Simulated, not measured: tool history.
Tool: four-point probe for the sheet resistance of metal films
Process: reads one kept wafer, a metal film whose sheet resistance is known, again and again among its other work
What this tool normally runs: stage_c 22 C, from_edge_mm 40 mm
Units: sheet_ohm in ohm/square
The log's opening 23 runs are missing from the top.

{"run": 24, "hour": 917.7, "stage_c": 22, "from_edge_mm": 4, "sheet_ohm": 0.734535}
{"run": 25, "hour": 960.4, "stage_c": 22, "from_edge_mm": 4, "sheet_ohm": 0.734335}
{"run": 26, "hour": 999.8, "stage_c": 29, "from_edge_mm": 47, "sheet_ohm": 0.705263}
{"run": 27, "hour": 1053.8, "stage_c": 34, "from_edge_mm": 40, "sheet_ohm": 0.701274}
{"run": 28, "hour": 1089.0, "stage_c": 30, "from_edge_mm": 4, "sheet_ohm": 0.727121}
{"run": 29, "hour": 1117.1, "stage_c": 30, "from_edge_mm": 4, "sheet_ohm": 0.727289}
{"run": 30, "hour": 1171.4, "stage_c": 25, "from_edge_mm": 4, "sheet_ohm": 0.731753}
{"run": 31, "hour": 1218.1, "stage_c": 30, "from_edge_mm": 40, "sheet_ohm": 0.704526}
{"run": 32, "hour": 1253.5, "stage_c": 30, "from_edge_mm": 40, "sheet_ohm": 0.704804}
{"run": 33, "hour": 1280.9, "stage_c": 26, "from_edge_mm": 17, "sheet_ohm": 0.708902}
{"run": 34, "hour": 1307.4, "stage_c": 26, "from_edge_mm": 17, "sheet_ohm": 0.708847}
{"run": 35, "hour": 1355.2, "stage_c": 26, "from_edge_mm": 17, "sheet_ohm": 0.709213}
{"run": 36, "hour": 1404.2, "stage_c": 24, "from_edge_mm": 10, "sheet_ohm": 0.71304}
{"run": 37, "hour": 1431.2, "stage_c": 24, "from_edge_mm": 10, "sheet_ohm": 0.713095}
{"run": 38, "hour": 1476.3, "stage_c": 27, "from_edge_mm": 40, "sheet_ohm": 0.707097}
{"run": 39, "hour": 1508.5, "stage_c": 27, "from_edge_mm": 40, "sheet_ohm": 0.706862}
{"hour": 1538.1, "done": "stage's thermometer calibrated"}
{"run": 40, "hour": 1538.7, "stage_c": 27, "from_edge_mm": 40, "sheet_ohm": 0.707479}
{"run": 41, "hour": 1590.2, "stage_c": 27, "from_edge_mm": 40, "sheet_ohm": 0.707788}
{"run": 42, "hour": 1632.9, "stage_c": 26, "from_edge_mm": 10, "sheet_ohm": 0.711785}
{"run": 43, "hour": 1683.5, "stage_c": 26, "from_edge_mm": 10, "sheet_ohm": 0.711902}
{"run": 44, "hour": 1717.3, "stage_c": 31, "from_edge_mm": 8, "sheet_ohm": 0.709724}

5 ways to go on from here, each from the tool as it stands after run 44. What would each give?
{"run": "A", "hour": 1763.5, "stage_c": 33, "from_edge_mm": 3, "sheet_ohm": "?"}
{"run": "B", "hour": 1763.5, "stage_c": 30, "from_edge_mm": 40, "sheet_ohm": "?"}
{"run": "C", "hour": 1763.5, "stage_c": 26, "from_edge_mm": 40, "sheet_ohm": "?"}
{"run": "D", "hour": 1763.5, "stage_c": 22, "from_edge_mm": 9, "sheet_ohm": "?"}
{"run": "E", "hour": 1763.5, "stage_c": 30, "from_edge_mm": 23, "sheet_ohm": "?"}

run=A sheet_ohm=0.741791
run=B sheet_ohm=0.70492
run=C sheet_ohm=0.708674
run=D sheet_ohm=0.7163
run=E sheet_ohm=0.705223
Stripped of hidden state, with their random variation kept, the same runs would have yielded:
run=A sheet_ohm=0.743099
run=B sheet_ohm=0.706169
run=C sheet_ohm=0.709933
run=D sheet_ohm=0.717575
run=E sheet_ohm=0.706473
